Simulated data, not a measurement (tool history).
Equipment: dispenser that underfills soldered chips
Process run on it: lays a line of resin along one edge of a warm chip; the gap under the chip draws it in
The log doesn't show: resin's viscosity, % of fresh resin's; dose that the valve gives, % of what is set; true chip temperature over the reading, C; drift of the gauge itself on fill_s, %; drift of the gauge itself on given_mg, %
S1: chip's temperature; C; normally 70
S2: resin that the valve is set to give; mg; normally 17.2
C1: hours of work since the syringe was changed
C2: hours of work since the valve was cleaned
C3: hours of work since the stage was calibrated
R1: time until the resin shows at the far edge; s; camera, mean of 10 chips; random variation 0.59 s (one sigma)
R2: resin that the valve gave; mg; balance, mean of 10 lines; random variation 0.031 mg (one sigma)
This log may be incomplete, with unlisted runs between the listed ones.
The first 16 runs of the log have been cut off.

run   hour  S1    S2  C1  C2   C3     R1     R2
     130.9  -- new syringe of resin
 17  137.8  70    22   5  22  120   57.2  21.74
     141.9  -- new syringe of resin
 18  145.5  70    15   3  27  126   56.6  14.86
 19  151.4  61    18   7  32  130   93.6  17.71
     153.2  -- new syringe of resin
 20  159.3  61    18   4  37  135   87.4  17.68
     164.8  -- new syringe of resin
 21  169.4  82  16.7   3  44  142   33.6  16.36
     176.5  -- new syringe of resin
 22  179.4  56  21.5   2  51  149  101.9  20.98
     187.7  -- dispensing valve cleaned and set on the balance
     189.2  -- new syringe of resin
 23  189.4  64  15.5   0   1  156   67.5  15.56
 24  199.6  64  21.8   7   8  163   82.2  21.85
     200.9  -- new syringe of resin
 25    211  64  21.8   7  16  171   80.3  21.74
     212.2  -- new syringe of resin
     223.3  -- new syringe of resin
 26  224.7  82  17.5   1  26  180   29.7  17.39
     235.5  -- new syringe of resin
 27  237.2  82  17.5   1  34  189   30.5  17.27
 28  242.6  82  17.5   5  38  193     34  17.29
     247.5  -- new syringe of resin
 29  250.6  69  20.6   2  44  198   52.7  20.31
     259.3  -- new syringe of resin
 30  263.8  61  16.3   3  53  208   84.1  16.01
     269.4  -- dispensing valve cleaned and set on the balance
     271.6  -- new syringe of resin
 31  276.3  80  15.1   3   5  216   35.7  15.02
 32  281.9  80  15.1   7   9  220   41.6  15.03
     283.4  -- new syringe of resin
 33  293.1  66  17.2   7  16  227   73.1     17
     294.5  -- new syringe of resin
 34  303.9  80  16.6   7  24  235   38.9  16.35
     306.5  -- new syringe of resin
 35  313.9  73  15.8   5  31  242   50.2  15.57

Consider 3 possible next runs. They are alternatives, not a sequence: every one starts from the tool as it was left by run 35. What does each give?
     318.3  -- new syringe of resin
  A  324.3  55  20.3   4  38  249   ?   ?
     318.3  -- new syringe of resin
  B  324.3  83  17.2   4  38  249   ?   ?
     318.3  -- new syringe of resin
  C  324.3  65    22   4  38  249   ?   ?

run     R1     R2
  A  111.1  19.86
  B   32.1   16.9
  C   68.7  21.61
Without the tool's unlogged condition, the same runs would have read:
run     R1     R2
  A  101.3  20.26
  B     29  17.23
  C   62.5  22.04

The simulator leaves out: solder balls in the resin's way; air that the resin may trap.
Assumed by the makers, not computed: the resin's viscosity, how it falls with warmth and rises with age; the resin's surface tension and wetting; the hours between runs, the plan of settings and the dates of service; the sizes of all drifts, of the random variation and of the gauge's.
